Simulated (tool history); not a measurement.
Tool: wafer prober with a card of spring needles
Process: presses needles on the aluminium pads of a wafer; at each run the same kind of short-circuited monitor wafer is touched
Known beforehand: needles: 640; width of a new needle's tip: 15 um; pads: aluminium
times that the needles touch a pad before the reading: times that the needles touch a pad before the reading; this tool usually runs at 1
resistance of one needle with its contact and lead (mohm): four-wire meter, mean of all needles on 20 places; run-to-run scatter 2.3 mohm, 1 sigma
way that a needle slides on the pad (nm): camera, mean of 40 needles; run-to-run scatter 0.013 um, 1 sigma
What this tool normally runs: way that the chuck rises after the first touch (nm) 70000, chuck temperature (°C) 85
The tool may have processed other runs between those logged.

run,hour,way that the chuck rises after the first touch (nm),chuck temperature (°C),times that the needles touch a pad before the reading,resistance of one needle with its contact and lead (mohm),way that a needle slides on the pad (nm)
1,0,70000,85,1,379,12530
# hour 2.5: tips cleaned on abrasive film
2,21.3,70000,85,3,289,12500
# hour 33.6: tips cleaned on abrasive film
3,39.1,70000,85,3,268,12480
4,59.7,70000,85,1,367,12490
# hour 65.5: tips cleaned on abrasive film
5,79.1,70000,85,1,338,12480
# hour 97.2: tips cleaned on abrasive film
6,103.4,70000,85,1,312,12440
# hour 128.7: tips cleaned on abrasive film
7,132.3,70000,85,1,289,12420
8,153,70000,85,1,363,12460
# hour 161.1: tips cleaned on abrasive film
9,179.3,70000,85,1,345,12450
# hour 192.5: tips cleaned on abrasive film
10,200.9,70000,85,1,317,12440
# hour 224.3: tips cleaned on abrasive film
11,227.7,70000,85,1,283,12420
12,247.1,70000,85,2,322,12430
# hour 255.9: tips cleaned on abrasive film
13,274,70000,36,1,349,12420
# hour 287.6: tips cleaned on abrasive film
14,295.4,79000,34,3,257,13980
15,310.3,62000,34,2,328,10950
# hour 320.1: tips cleaned on abrasive film
16,328.4,88000,34,2,265,15630
17,342.2,82000,65,1,337,14550
# hour 349.7: height of the first contact set anew
# hour 351.6: tips cleaned on abrasive film
18,358.7,73000,85,3,268,13090
19,372.6,62000,85,2,337,11090
# hour 382.9: tips cleaned on abrasive film
20,398.3,57000,91,1,386,10180
21,412.7,57000,68,2,361,10190
# hour 415.4: tips cleaned on abrasive film
22,432.5,57000,68,2,340,10200
# hour 447.2: tips cleaned on abrasive film
23,461.5,70000,85,2,308,12500

4 options for the next run, each taken on its own from the tool as it stands now. Forecast them:
# hour 478.5: tips cleaned on abrasive film
A,491.2,70000,82,2,?,?
# hour 478.5: tips cleaned on abrasive film
B,491.2,70000,85,1,?,?
# hour 478.5: tips cleaned on abrasive film
C,491.2,68000,85,1,?,?
# hour 478.5: tips cleaned on abrasive film
D,491.2,70000,35,2,?,?

run,resistance of one needle with its contact and lead (mohm),way that a needle slides on the pad (nm)
A,304,12480
B,337,12480
C,338,12120
D,297,12480
With no hidden state in the tool, these same runs would have given:
run,resistance of one needle with its contact and lead (mohm),way that a needle slides on the pad (nm)
A,252,12540
B,254,12540
C,251,12180
D,242,12540

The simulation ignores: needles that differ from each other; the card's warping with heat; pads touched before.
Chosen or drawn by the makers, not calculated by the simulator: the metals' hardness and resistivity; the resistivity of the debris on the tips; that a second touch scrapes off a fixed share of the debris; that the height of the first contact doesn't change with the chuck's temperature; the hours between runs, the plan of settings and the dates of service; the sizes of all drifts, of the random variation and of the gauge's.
